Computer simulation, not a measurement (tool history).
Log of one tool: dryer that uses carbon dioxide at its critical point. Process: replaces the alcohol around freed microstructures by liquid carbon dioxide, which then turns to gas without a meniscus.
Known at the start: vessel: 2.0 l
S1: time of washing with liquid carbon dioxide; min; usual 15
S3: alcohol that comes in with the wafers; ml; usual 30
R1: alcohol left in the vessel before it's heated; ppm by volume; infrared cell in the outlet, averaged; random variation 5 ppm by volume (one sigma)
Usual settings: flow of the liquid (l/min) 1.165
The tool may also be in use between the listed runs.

run 1 hour=0.0 | S1=15 flow_of_the_liquid_(l/min)=1.165 S3=30 | R1=159
run 2 hour=14.5 | S1=15 flow_of_the_liquid_(l/min)=1.165 S3=30 | R1=155
run 3 hour=30.5 | S1=15 flow_of_the_liquid_(l/min)=1.165 S3=30 | R1=161
run 4 hour=51.6 | S1=15 flow_of_the_liquid_(l/min)=1.165 S3=30 | R1=160
run 5 hour=70.4 | S1=15 flow_of_the_liquid_(l/min)=1.165 S3=30 | R1=175
run 6 hour=85.6 | S1=15 flow_of_the_liquid_(l/min)=1.165 S3=30 | R1=160
run 7 hour=107.7 | S1=15 flow_of_the_liquid_(l/min)=1.165 S3=30 | R1=180
run 8 hour=130.9 | S1=15 flow_of_the_liquid_(l/min)=1.165 S3=30 | R1=177
run 9 hour=160.6 | S1=15 flow_of_the_liquid_(l/min)=1.165 S3=30 | R1=184
run 10 hour=173.0 | S1=15 flow_of_the_liquid_(l/min)=1.165 S3=30 | R1=186
run 11 hour=198.9 | S1=15 flow_of_the_liquid_(l/min)=1.165 S3=30 | R1=196
run 12 hour=226.6 | S1=12 flow_of_the_liquid_(l/min)=1.165 S3=30 | R1=217
run 13 hour=252.0 | S1=12 flow_of_the_liquid_(l/min)=1.165 S3=30 | R1=225
run 14 hour=266.5 | S1=12 flow_of_the_liquid_(l/min)=1.165 S3=30 | R1=225
run 15 hour=286.3 | S1=12 flow_of_the_liquid_(l/min)=1.165 S3=30 | R1=220
run 16 hour=299.8 | S1=12 flow_of_the_liquid_(l/min)=1.165 S3=67 | R1=266
run 17 hour=321.3 | S1=12 flow_of_the_liquid_(l/min)=1.165 S3=67 | R1=292
-- hour=334.5 inlet filter changed
run 18 hour=342.7 | S1=12 flow_of_the_liquid_(l/min)=1.165 S3=67 | R1=244
run 19 hour=366.2 | S1=12 flow_of_the_liquid_(l/min)=0.980 S3=67 | R1=323
-- hour=380.0 purifier's bed changed
run 20 hour=398.7 | S1=20 flow_of_the_liquid_(l/min)=1.920 S3=63 | R1=21
run 21 hour=417.4 | S1=10 flow_of_the_liquid_(l/min)=0.950 S3=63 | R1=382
run 22 hour=446.2 | S1=11 flow_of_the_liquid_(l/min)=0.950 S3=39 | R1=177
run 23 hour=475.8 | S1=11 flow_of_the_liquid_(l/min)=0.950 S3=39 | R1=181
run 24 hour=501.6 | S1=12 flow_of_the_liquid_(l/min)=1.570 S3=30 | R1=18
run 25 hour=525.6 | S1=15 flow_of_the_liquid_(l/min)=1.640 S3=69 | R1=29
run 26 hour=538.2 | S1=15 flow_of_the_liquid_(l/min)=1.640 S3=69 | R1=32
run 27 hour=556.8 | S1=18 flow_of_the_liquid_(l/min)=1.165 S3=30 | R1=32
run 28 hour=575.4 | S1=15 flow_of_the_liquid_(l/min)=1.165 S3=30 | R1=33
run 29 hour=605.3 | S1=15 flow_of_the_liquid_(l/min)=1.165 S3=30 | R1=40
run 30 hour=618.0 | S1=15 flow_of_the_liquid_(l/min)=1.165 S3=30 | R1=52
run 31 hour=635.3 | S1=15 flow_of_the_liquid_(l/min)=1.470 S3=30 | R1=42
run 32 hour=657.8 | S1=17 flow_of_the_liquid_(l/min)=0.770 S3=30 | R1=102
run 33 hour=681.3 | S1=12 flow_of_the_liquid_(l/min)=0.770 S3=30 | R1=353
-- hour=696.9 inlet filter changed
run 34 hour=699.3 | S1=12 flow_of_the_liquid_(l/min)=0.770 S3=30 | R1=231
run 35 hour=719.9 | S1=23 flow_of_the_liquid_(l/min)=1.320 S3=26 | R1=48
run 36 hour=750.0 | S1=9 flow_of_the_liquid_(l/min)=1.320 S3=27 | R1=91
run 37 hour=765.5 | S1=9 flow_of_the_liquid_(l/min)=1.320 S3=27 | R1=120

5 ways to go on from here, each from the tool as it stands after run 37. What would each give?
run A hour=792.4 | S1=10 flow_of_the_liquid_(l/min)=0.830 S3=93 | R1=?
run B hour=792.4 | S1=15 flow_of_the_liquid_(l/min)=0.780 S3=55 | R1=?
run C hour=792.4 | S1=17 flow_of_the_liquid_(l/min)=1.020 S3=92 | R1=?
run D hour=792.4 | S1=13 flow_of_the_liquid_(l/min)=0.830 S3=99 | R1=?
run E hour=792.4 | S1=23 flow_of_the_liquid_(l/min)=1.320 S3=27 | R1=?

run=A R1=1077
run=B R1=191
run=C R1=70
run=D R1=421
run=E R1=57
Without the tool's hidden state the same runs would have given:
run=A R1=881
run=B R1=112
run=C R1=12
run=D R1=304
run=E R1=5

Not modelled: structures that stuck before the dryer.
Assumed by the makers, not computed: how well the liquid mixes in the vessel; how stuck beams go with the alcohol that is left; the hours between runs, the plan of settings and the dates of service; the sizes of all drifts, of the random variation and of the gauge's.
